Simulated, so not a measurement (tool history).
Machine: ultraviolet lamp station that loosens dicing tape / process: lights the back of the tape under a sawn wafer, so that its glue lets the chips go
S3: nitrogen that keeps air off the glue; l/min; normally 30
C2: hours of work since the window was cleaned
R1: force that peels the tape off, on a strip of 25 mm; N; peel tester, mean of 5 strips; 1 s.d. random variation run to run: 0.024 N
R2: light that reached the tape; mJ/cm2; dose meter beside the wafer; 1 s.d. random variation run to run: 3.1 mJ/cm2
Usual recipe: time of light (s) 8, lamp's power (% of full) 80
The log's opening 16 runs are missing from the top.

Run 17, day 17.692: usual settings but S3 23 l/min; hours of work of the lamp 534; C2 126. Result: R1 1.38 N, R2 469 mJ/cm2.
Run 18, day 18.992: usual settings but S3 23 l/min; hours of work of the lamp 549; C2 142. Result: R1 1.352 N, R2 463 mJ/cm2.
Run 19, day 20.396: usual settings but S3 23 l/min; hours of work of the lamp 566; C2 158. Result: R1 1.372 N, R2 459 mJ/cm2.
Run 20, day 21.821: usual settings but S3 31 l/min; hours of work of the lamp 582; C2 175. Result: R1 1.182 N, R2 467 mJ/cm2.
Run 21, day 22.579: usual settings but time of light (s) 16, lamp's power (% of full) 83, S3 10 l/min; hours of work of the lamp 591; C2 184. Result: R1 0.597 N, R2 968 mJ/cm2.
Run 22, day 23.846: usual settings but time of light (s) 16, lamp's power (% of full) 83, S3 10 l/min; hours of work of the lamp 606; C2 199. Result: R1 0.597 N, R2 963 mJ/cm2.
Run 23, day 24.696: usual settings but time of light (s) 11, lamp's power (% of full) 64, S3 13 l/min; hours of work of the lamp 616; C2 209. Result: R1 1.619 N, R2 515 mJ/cm2.
Run 24, day 25.296: usual settings but S3 15 l/min; hours of work of the lamp 623; C2 216. Result: R1 1.733 N, R2 468 mJ/cm2.
Run 25, day 26.096: usual settings but time of light (s) 14, S3 20 l/min; hours of work of the lamp 633; C2 225. Result: R1 0.533 N, R2 814 mJ/cm2.
Run 26, day 26.717: usual settings but time of light (s) 4, S3 21 l/min; hours of work of the lamp 640; C2 232. Result: R1 3.591 N, R2 233 mJ/cm2.
At day 27.779: window cleaned of glue's vapour.
Run 27, day 28.179: usual settings but time of light (s) 7, lamp's power (% of full) 85, S3 10 l/min; hours of work of the lamp 657; C2 5. Result: R1 2.348 N, R2 436 mJ/cm2.
Run 28, day 28.988: usual settings but time of light (s) 9, S3 13 l/min; hours of work of the lamp 666; C2 14. Result: R1 1.562 N, R2 519 mJ/cm2.
Run 29, day 30.283: usual settings but time of light (s) 9, S3 13 l/min; hours of work of the lamp 681; C2 29. Result: R1 1.643 N, R2 528 mJ/cm2.
Run 30, day 31.346: usual settings but time of light (s) 9, S3 13 l/min; hours of work of the lamp 694; C2 42. Result: R1 1.589 N, R2 528 mJ/cm2.
Run 31, day 32.017: usual settings but lamp's power (% of full) 84; hours of work of the lamp 702; C2 50. Result: R1 1.091 N, R2 489 mJ/cm2.
Run 32, day 32.654: usual settings but time of light (s) 10, lamp's power (% of full) 90, S3 12 l/min; hours of work of the lamp 709; C2 57. Result: R1 1.095 N, R2 651 mJ/cm2.
Run 33, day 34.071: usual settings but time of light (s) 10, lamp's power (% of full) 90, S3 12 l/min; hours of work of the lamp 726; C2 74. Result: R1 1.12 N, R2 650 mJ/cm2.
Run 34, day 35.038: usual settings but time of light (s) 10, lamp's power (% of full) 90, S3 12 l/min; hours of work of the lamp 737; C2 85. Result: R1 1.13 N, R2 657 mJ/cm2.
Run 35, day 36.462: usual settings but lamp's power (% of full) 82, S3 22 l/min; hours of work of the lamp 754; C2 102. Result: R1 1.37 N, R2 480 mJ/cm2.
Run 36, day 37.575: usual settings but lamp's power (% of full) 98; hours of work of the lamp 767; C2 115. Result: R1 0.816 N, R2 570 mJ/cm2.

Estimate the outcome of run 37 from the log above:
Run 37, day 38.404: usual settings but S3 11 l/min; hours of work of the lamp 777; C2 125. Result: R1 ?, R2 ?.

Logged for run 37: R1 2.118 N, R2 469 mJ/cm2.
With no hidden state in the tool, this same run would have given R1 2.112 N, R2 470 mJ/cm2.

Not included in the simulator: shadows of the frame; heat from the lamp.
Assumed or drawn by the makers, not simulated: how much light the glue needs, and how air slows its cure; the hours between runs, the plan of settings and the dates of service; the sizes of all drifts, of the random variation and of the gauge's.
